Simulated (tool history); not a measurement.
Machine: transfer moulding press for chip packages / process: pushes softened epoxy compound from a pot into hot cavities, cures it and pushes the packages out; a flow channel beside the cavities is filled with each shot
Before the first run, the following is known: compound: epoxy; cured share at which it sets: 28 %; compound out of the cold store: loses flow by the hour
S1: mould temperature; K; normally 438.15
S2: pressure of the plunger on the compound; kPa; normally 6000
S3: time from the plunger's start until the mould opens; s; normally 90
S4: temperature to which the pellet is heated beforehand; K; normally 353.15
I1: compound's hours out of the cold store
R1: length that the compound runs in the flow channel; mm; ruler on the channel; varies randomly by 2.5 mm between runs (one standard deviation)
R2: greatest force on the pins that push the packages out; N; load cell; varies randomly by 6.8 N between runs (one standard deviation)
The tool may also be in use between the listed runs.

run	hour	S1	S2	S3	S4	I1	R1	R2
1	0	438.15	6000	90	353.15	47.4	468	356
2	34.3	438.15	6000	90	353.15	25.1	505	479
# hour 52.8: cavities cleaned with cleaning compound and waxed
# hour 63.7: plunger's sealing rings changed
3	71	438.15	6000	90	353.15	13.6	569	576
# hour 119.6: cavities cleaned with cleaning compound and waxed
4	120	438.15	6000	90	353.15	11.5	573	283
5	167.8	438.15	7110	90	353.15	18.9	594	464
# hour 185.9: cavities cleaned with cleaning compound and waxed
6	211.2	438.15	7110	90	353.15	24.3	575	414
# hour 219: cavities cleaned with cleaning compound and waxed, once more
7	237.9	438.15	5840	90	353.15	24.7	521	397
8	269.6	438.15	5840	90	353.15	46.1	469	481
# hour 283.4: cavities cleaned with cleaning compound and waxed
9	303.6	438.15	5840	90	353.15	40.5	471	374
10	336.4	438.15	6000	90	353.15	18.1	527	481
# hour 345.1: plunger's sealing rings changed
# hour 352: cavities cleaned with cleaning compound and waxed
11	385.1	438.15	6000	90	353.15	26.7	538	441
# hour 416.6: cavities cleaned with cleaning compound and waxed
12	429.5	438.15	6000	90	353.15	26.6	531	356
13	455.6	445.15	6000	90	353.15	17	536	412
# hour 483.1: cavities cleaned with cleaning compound and waxed
14	483.7	445.15	6000	90	353.15	10.8	546	260
15	529.8	440.15	6000	89	361.15	45.7	474	458
# hour 549: cavities cleaned with cleaning compound and waxed
16	578	440.15	6000	89	361.15	10.2	536	415
# hour 614: cavities cleaned with cleaning compound and waxed
17	618	438.15	6000	73	353.15	9.8	535	429
# hour 628.7: plunger's sealing rings changed
# hour 656.5: mould's thermocouples calibrated
18	662.2	438.15	6000	73	353.15	38	516	647
# hour 686.2: cavities cleaned with cleaning compound and waxed
19	702.9	438.15	6000	73	353.15	27.3	532	516
20	722.6	443.15	6480	94	351.15	9.9	573	412
# hour 751.8: cavities cleaned with cleaning compound and waxed
21	765.4	438.15	6910	125	353.15	42	528	326
22	807.8	438.15	6910	125	353.15	29.3	555	432
# hour 816.3: cavities cleaned with cleaning compound and waxed
23	846.5	439.15	5810	125	359.15	9.9	533	380
# hour 881.5: cavities cleaned with cleaning compound and waxed
24	886.9	439.15	5810	125	359.15	34.5	475	280
# hour 914: plunger's sealing rings changed
25	936	439.15	5810	125	359.15	27.7	532	433
# hour 948.5: cavities cleaned with cleaning compound and waxed
26	965.1	435.15	6380	96	353.15	9.4	601	393
27	1005.7	435.15	5790	96	353.15	17.7	547	510
# hour 1013.6: cavities cleaned with cleaning compound and waxed
28	1041.5	435.15	5790	96	353.15	24.2	527	440

Table of differences, measured result less the result of that run with no hidden state. Run-to-run variation is the same in both. Gauge scatter possibly is not:
Hidden conditions of the tool in this case: true mould temperature over the reading, C; pressure that reaches the compound, % of what is set; grip of the stained cavities, % over clean ones'; drift of the gauge itself on flow_mm, %; drift of the gauge itself on push_out_n, %.
run	R1	R2
1	-33	+74
2	-42	+200
3	-2	+295
4	-10	+2
5	-19	+198
6	-26	+136
7	-28	+115
8	-30	+203
9	-35	+108
10	-45	+211
11	-9	+166
12	-15	+82
13	-19	+166
14	-24	+11
15	-29	+193
16	-42	+138
17	-49	+31
18	-6	+272
19	-12	+135
20	-18	+162
21	-23	+79
22	-32	+193
23	-37	+140
24	-40	+28
25	-5	+188
26	-11	+109
27	-17	+228
28	-21	+152

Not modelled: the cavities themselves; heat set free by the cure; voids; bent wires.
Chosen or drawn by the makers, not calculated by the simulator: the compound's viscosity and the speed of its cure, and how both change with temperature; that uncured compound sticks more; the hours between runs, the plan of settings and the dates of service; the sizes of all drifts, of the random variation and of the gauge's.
